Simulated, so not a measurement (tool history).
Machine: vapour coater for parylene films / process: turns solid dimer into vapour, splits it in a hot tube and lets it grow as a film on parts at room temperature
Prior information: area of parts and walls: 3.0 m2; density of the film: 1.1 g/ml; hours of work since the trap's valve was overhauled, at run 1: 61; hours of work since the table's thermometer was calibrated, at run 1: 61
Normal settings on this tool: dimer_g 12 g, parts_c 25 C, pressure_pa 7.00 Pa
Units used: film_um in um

run,hour,dimer_g,parts_c,pressure_pa,hours of work since the trap's valve was overhauled,hours of work since the table's thermometer was calibrated,film_um
1,0.0,12,25,7.00,61,61,2.34
2,17.9,12,25,7.00,69,69,2.33
3,29.4,12,25,7.00,75,75,2.28
4,41.0,12,25,7.00,81,81,2.35
5,51.0,12,25,7.00,86,86,2.32
6,65.9,12,25,7.00,93,93,2.31
7,80.7,12,25,6.28,100,100,2.39
8,96.7,12,25,7.00,108,108,2.30
9,112.6,12,25,7.00,116,116,2.30
10,130.8,12,25,7.00,125,125,2.30
11,141.0,12,25,7.00,130,130,2.31
12,154.0,12,25,7.00,137,137,2.31
13,163.2,13,21,2.85,141,141,3.52
14,171.8,13,21,2.85,145,145,3.58
15,182.7,12,25,5.15,151,151,2.46
16,197.5,12,27,2.76,158,158,2.66
17,205.0,12,27,2.76,162,162,2.69
18,213.0,17,28,7.00,166,166,2.95
19,224.5,18,24,2.59,171,171,4.56
20,241.0,9,32,3.73,180,180,1.56
21,255.2,11,33,4.70,187,187,1.75

Branching from run 21: 4 alternative next runs. What would each branch give?
A,266.8,20,33,4.70,192,192,?
B,266.8,22,33,4.70,192,192,?
C,266.8,5,25,4.91,192,192,?
D,266.8,11,30,4.70,192,192,?

run,film_um
A,3.21
B,3.54
C,1.06
D,1.96
Had the tool no hidden state, the same runs would have come out as:
run,film_um
A,3.21
B,3.55
C,1.06
D,1.97
